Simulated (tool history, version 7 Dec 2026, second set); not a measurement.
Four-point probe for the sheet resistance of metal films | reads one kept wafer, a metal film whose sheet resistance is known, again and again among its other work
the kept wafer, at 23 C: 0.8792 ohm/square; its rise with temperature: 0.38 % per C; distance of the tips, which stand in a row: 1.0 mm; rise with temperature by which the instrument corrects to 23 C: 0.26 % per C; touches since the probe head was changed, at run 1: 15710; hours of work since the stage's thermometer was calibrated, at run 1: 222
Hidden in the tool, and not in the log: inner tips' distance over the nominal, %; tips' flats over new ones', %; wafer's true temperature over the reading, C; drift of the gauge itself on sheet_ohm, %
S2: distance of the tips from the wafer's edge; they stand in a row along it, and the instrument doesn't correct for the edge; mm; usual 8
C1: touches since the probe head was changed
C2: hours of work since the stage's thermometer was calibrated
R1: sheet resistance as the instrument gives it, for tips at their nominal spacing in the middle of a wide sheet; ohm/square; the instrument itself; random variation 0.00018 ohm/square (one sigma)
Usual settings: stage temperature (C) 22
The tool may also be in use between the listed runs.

run 1 hour=0 | stage_temperature_(C)=22 S2=8 | C1=15710 C2=222 | R1=0.884519
run 2 hour=58.8 | stage_temperature_(C)=22 S2=5 | C1=18375 C2=260 | R1=0.89521
run 3 hour=174.3 | stage_temperature_(C)=22 S2=8 | C1=23606 C2=334 | R1=0.883175
run 4 hour=290.1 | stage_temperature_(C)=22 S2=8 | C1=28853 C2=408 | R1=0.882575
run 5 hour=411.1 | stage_temperature_(C)=22 S2=3 | C1=34333 C2=485 | R1=0.923418
run 6 hour=478.5 | stage_temperature_(C)=22 S2=3 | C1=37390 C2=529 | R1=0.923115
run 7 hour=595.4 | stage_temperature_(C)=22 S2=7 | C1=42685 C2=604 | R1=0.882901
run 8 hour=691.4 | stage_temperature_(C)=22 S2=7 | C1=47032 C2=665 | R1=0.882349
run 9 hour=801.9 | stage_temperature_(C)=22 S2=16 | C1=52038 C2=736 | R1=0.874075
run 10 hour=881.9 | stage_temperature_(C)=22 S2=16 | C1=55664 C2=787 | R1=0.873264
run 11 hour=981 | stage_temperature_(C)=23 S2=16 | C1=60156 C2=851 | R1=0.874026
-- hour=1040.7 new probe head fitted
run 12 hour=1082.2 | stage_temperature_(C)=23 S2=16 | C1=1881 C2=915 | R1=0.883819
run 13 hour=1162.1 | stage_temperature_(C)=23 S2=16 | C1=5500 C2=966 | R1=0.883451
-- hour=1168.9 stage's thermometer calibrated
run 14 hour=1259.9 | stage_temperature_(C)=22 S2=8 | C1=9908 C2=58 | R1=0.887591
run 15 hour=1350.9 | stage_temperature_(C)=22 S2=8 | C1=14031 C2=117 | R1=0.887147
-- hour=1399.3 stage's thermometer calibrated, once more
run 16 hour=1406 | stage_temperature_(C)=22 S2=8 | C1=16507 C2=4 | R1=0.886308
run 17 hour=1491 | stage_temperature_(C)=22 S2=8 | C1=20356 C2=59 | R1=0.886027
run 18 hour=1554.6 | stage_temperature_(C)=22 S2=8 | C1=23239 C2=100 | R1=0.885099
run 19 hour=1621.6 | stage_temperature_(C)=22 S2=8 | C1=26272 C2=142 | R1=0.884797
run 20 hour=1704.1 | stage_temperature_(C)=34 S2=8 | C1=30009 C2=195 | R1=0.897485
run 21 hour=1795.5 | stage_temperature_(C)=34 S2=8 | C1=34153 C2=254 | R1=0.897202
run 22 hour=1851.5 | stage_temperature_(C)=34 S2=4 | C1=36689 C2=290 | R1=0.917941
run 23 hour=1958.5 | stage_temperature_(C)=19 S2=6 | C1=41538 C2=358 | R1=0.88482
run 24 hour=2061.7 | stage_temperature_(C)=19 S2=6 | C1=46214 C2=424 | R1=0.884434
run 25 hour=2122 | stage_temperature_(C)=19 S2=6 | C1=48942 C2=463 | R1=0.883992
run 26 hour=2179.8 | stage_temperature_(C)=22 S2=5 | C1=51560 C2=500 | R1=0.892553
run 27 hour=2266.3 | stage_temperature_(C)=22 S2=11 | C1=55480 C2=555 | R1=0.877334
run 28 hour=2348.5 | stage_temperature_(C)=28 S2=22 | C1=59205 C2=608 | R1=0.880843
run 29 hour=2397.6 | stage_temperature_(C)=28 S2=22 | C1=61431 C2=640 | R1=0.880519
-- hour=2427.3 new probe head fitted
run 30 hour=2449.3 | stage_temperature_(C)=33 S2=22 | C1=997 C2=672 | R1=0.893657
run 31 hour=2554.4 | stage_temperature_(C)=25 S2=34 | C1=5759 C2=739 | R1=0.88418
run 32 hour=2623.3 | stage_temperature_(C)=21 S2=4 | C1=8881 C2=783 | R1=0.907312
run 33 hour=2697.9 | stage_temperature_(C)=32 S2=4 | C1=12262 C2=831 | R1=0.919301
run 34 hour=2817.8 | stage_temperature_(C)=32 S2=4 | C1=17693 C2=908 | R1=0.918482
run 35 hour=2933.7 | stage_temperature_(C)=34 S2=61 | C1=22945 C2=982 | R1=0.891311
run 36 hour=3026.2 | stage_temperature_(C)=34 S2=61 | C1=27135 C2=1042 | R1=0.890807
run 37 hour=3096.4 | stage_temperature_(C)=23 S2=6 | C1=30313 C2=1087 | R1=0.89126
run 38 hour=3169.4 | stage_temperature_(C)=23 S2=4 | C1=33621 C2=1133 | R1=0.906511
run 39 hour=3226.4 | stage_temperature_(C)=23 S2=4 | C1=36205 C2=1170 | R1=0.905871
run 40 hour=3311.8 | stage_temperature_(C)=23 S2=4 | C1=40072 C2=1224 | R1=0.905535
run 41 hour=3385.6 | stage_temperature_(C)=23 S2=4 | C1=43416 C2=1272 | R1=0.905245
run 42 hour=3459.6 | stage_temperature_(C)=23 S2=4 | C1=46767 C2=1319 | R1=0.904896
run 43 hour=3577.2 | stage_temperature_(C)=23 S2=4 | C1=52095 C2=1394 | R1=0.904259

The next listed run, before its measurement:
run 44 hour=3696.1 | stage_temperature_(C)=22 S2=23 | C1=57484 C2=1471 | R1=?

{"run 44": {"R1": 0.874635}}
Without the tool's hidden state the same run would have given R1 0.879088 ohm/square.
